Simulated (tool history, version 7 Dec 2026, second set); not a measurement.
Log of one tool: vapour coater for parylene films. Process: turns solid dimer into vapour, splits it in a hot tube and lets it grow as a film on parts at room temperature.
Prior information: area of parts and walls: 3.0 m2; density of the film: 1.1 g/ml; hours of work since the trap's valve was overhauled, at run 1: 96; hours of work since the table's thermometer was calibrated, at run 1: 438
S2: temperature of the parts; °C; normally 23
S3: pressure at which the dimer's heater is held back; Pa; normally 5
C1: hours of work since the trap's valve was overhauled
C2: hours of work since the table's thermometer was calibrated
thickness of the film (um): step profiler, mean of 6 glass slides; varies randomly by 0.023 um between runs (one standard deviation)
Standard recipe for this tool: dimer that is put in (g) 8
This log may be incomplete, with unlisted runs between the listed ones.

Run 1, hour 0: usual settings; C1 96; C2 438. Result: thickness of the film (um) 1.71.
Run 2, hour 29.8: usual settings; C1 120; C2 462. Result: thickness of the film (um) 1.74.
Run 3, hour 45.3: usual settings; C1 132; C2 474. Result: thickness of the film (um) 1.72.
Run 4, hour 63.8: usual settings but S3 2.85 Pa; C1 146; C2 488. Result: thickness of the film (um) 1.83.
Run 5, hour 93.4: usual settings but S3 2.85 Pa; C1 170; C2 512. Result: thickness of the film (um) 1.8.
Run 6, hour 125: usual settings; C1 194; C2 536. Result: thickness of the film (um) 1.7.
Run 7, hour 143: usual settings; C1 208; C2 551. Result: thickness of the film (um) 1.68.
Run 8, hour 168: usual settings but S3 8.29 Pa; C1 228; C2 570. Result: thickness of the film (um) 1.54.
At hour 177.4: trap's valve overhauled.
Run 9, hour 206.2: usual settings but dimer that is put in (g) 4; C1 23; C2 597. Result: thickness of the film (um) 0.9.
Run 10, hour 239.9: usual settings but dimer that is put in (g) 4; C1 49; C2 623. Result: thickness of the film (um) 0.86.
Run 11, hour 256.3: usual settings but S2 18 °C, S3 8.61 Pa; C1 62; C2 636. Result: thickness of the film (um) 2.06.
Run 12, hour 279.3: usual settings but dimer that is put in (g) 5, S2 34 °C, S3 3.53 Pa; C1 80; C2 654. Result: thickness of the film (um) 0.69.
Run 13, hour 303: usual settings but dimer that is put in (g) 6, S2 16 °C, S3 3.53 Pa; C1 98; C2 673. Result: thickness of the film (um) 1.71.
Run 14, hour 330.5: usual settings but dimer that is put in (g) 4, S2 31 °C, S3 2.64 Pa; C1 120; C2 694. Result: thickness of the film (um) 0.63.

How the hidden state differs across the entries between the runs, from the last listed run before each to the first after it:
Run 8 -> run 9: trap's valve overhauled (hour 177.4)
  vapour lost through the trap's worn valve, %: 7.2 -> 0.9; true temperature of the parts over the reading, C: 0.57 -> 0.59
  measured minus no-state result, thickness of the film (um): -0.17 -> -0.03
